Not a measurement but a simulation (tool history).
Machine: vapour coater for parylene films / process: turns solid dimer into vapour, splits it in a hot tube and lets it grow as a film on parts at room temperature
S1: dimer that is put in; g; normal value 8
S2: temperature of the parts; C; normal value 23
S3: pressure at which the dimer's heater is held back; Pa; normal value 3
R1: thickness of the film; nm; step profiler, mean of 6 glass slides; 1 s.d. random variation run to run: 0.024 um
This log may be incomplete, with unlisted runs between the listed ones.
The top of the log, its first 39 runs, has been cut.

run,hour,S1,S2,S3,R1
40,1366.6,12,15,10.09,2380
41,1401.6,12,15,10.09,2380
42,1424.9,5,23,11.49,670
43,1469.5,13,19,11.49,2010
44,1497.2,11,18,2.34,2630
45,1524.3,4,24,3.13,690
46,1562.2,4,24,3.13,630
47,1607.4,4,24,3.13,690

Predict each of these 4 candidate next runs independently; none follows another, all start after run 47:
# hour 1626.2: trap's valve overhauled
A,1648,4,23,5.67,?
# hour 1626.2: trap's valve overhauled
B,1648,13,29,10.7,?
# hour 1626.2: trap's valve overhauled
C,1648,4,24,4.81,?
# hour 1626.2: trap's valve overhauled
D,1648,4,22,6.31,?

run,R1
A,670
B,1420
C,660
D,660
Without the tool's unlogged condition, the same runs would have read:
run,R1
A,710
B,1510
C,700
D,710
